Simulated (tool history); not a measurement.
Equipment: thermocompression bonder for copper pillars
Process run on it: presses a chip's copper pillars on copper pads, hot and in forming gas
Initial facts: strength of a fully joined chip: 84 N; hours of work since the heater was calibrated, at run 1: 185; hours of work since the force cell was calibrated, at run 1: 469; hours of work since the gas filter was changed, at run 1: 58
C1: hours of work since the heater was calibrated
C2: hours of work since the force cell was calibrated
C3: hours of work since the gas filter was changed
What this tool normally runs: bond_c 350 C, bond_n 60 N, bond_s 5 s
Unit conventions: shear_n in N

run 1 hour=0.0 | bond_c=350 bond_n=60 bond_s=5 | C1=185 C2=469 C3=58 | shear_n=37.5
run 2 hour=10.1 | bond_c=373 bond_n=60 bond_s=5 | C1=191 C2=475 C3=64 | shear_n=44.9
run 3 hour=17.7 | bond_c=350 bond_n=90 bond_s=5 | C1=196 C2=480 C3=69 | shear_n=45.8
run 4 hour=29.0 | bond_c=350 bond_n=60 bond_s=5 | C1=203 C2=487 C3=76 | shear_n=37.2
run 5 hour=38.9 | bond_c=334 bond_n=60 bond_s=5 | C1=209 C2=493 C3=82 | shear_n=32.3
run 6 hour=49.9 | bond_c=334 bond_n=60 bond_s=5 | C1=216 C2=500 C3=89 | shear_n=31.9
run 7 hour=55.1 | bond_c=334 bond_n=60 bond_s=5 | C1=220 C2=504 C3=93 | shear_n=32.3
run 8 hour=62.7 | bond_c=334 bond_n=60 bond_s=5 | C1=225 C2=509 C3=97 | shear_n=32.1
run 9 hour=69.1 | bond_c=334 bond_n=60 bond_s=5 | C1=229 C2=513 C3=101 | shear_n=32.1
run 10 hour=76.3 | bond_c=350 bond_n=55 bond_s=5 | C1=233 C2=517 C3=106 | shear_n=35.2
run 11 hour=81.2 | bond_c=350 bond_n=55 bond_s=5 | C1=236 C2=520 C3=109 | shear_n=35.3
run 12 hour=86.2 | bond_c=350 bond_n=55 bond_s=5 | C1=240 C2=524 C3=112 | shear_n=35.5
run 13 hour=94.2 | bond_c=350 bond_n=37 bond_s=5 | C1=245 C2=529 C3=117 | shear_n=28.2
run 14 hour=105.4 | bond_c=341 bond_n=78 bond_s=7 | C1=252 C2=536 C3=125 | shear_n=43.8
run 15 hour=115.0 | bond_c=330 bond_n=55 bond_s=12 | C1=258 C2=542 C3=131 | shear_n=40.7

What will run 16 give?
run 16 hour=126.4 | bond_c=330 bond_n=55 bond_s=12 | C1=265 C2=549 C3=138 | shear_n=?

Run 16 gave shear_n 40.7 N.
Take away the tool's hidden state, keep the run-to-run variation as it was, and the same run would have given shear_n 41.2 N.

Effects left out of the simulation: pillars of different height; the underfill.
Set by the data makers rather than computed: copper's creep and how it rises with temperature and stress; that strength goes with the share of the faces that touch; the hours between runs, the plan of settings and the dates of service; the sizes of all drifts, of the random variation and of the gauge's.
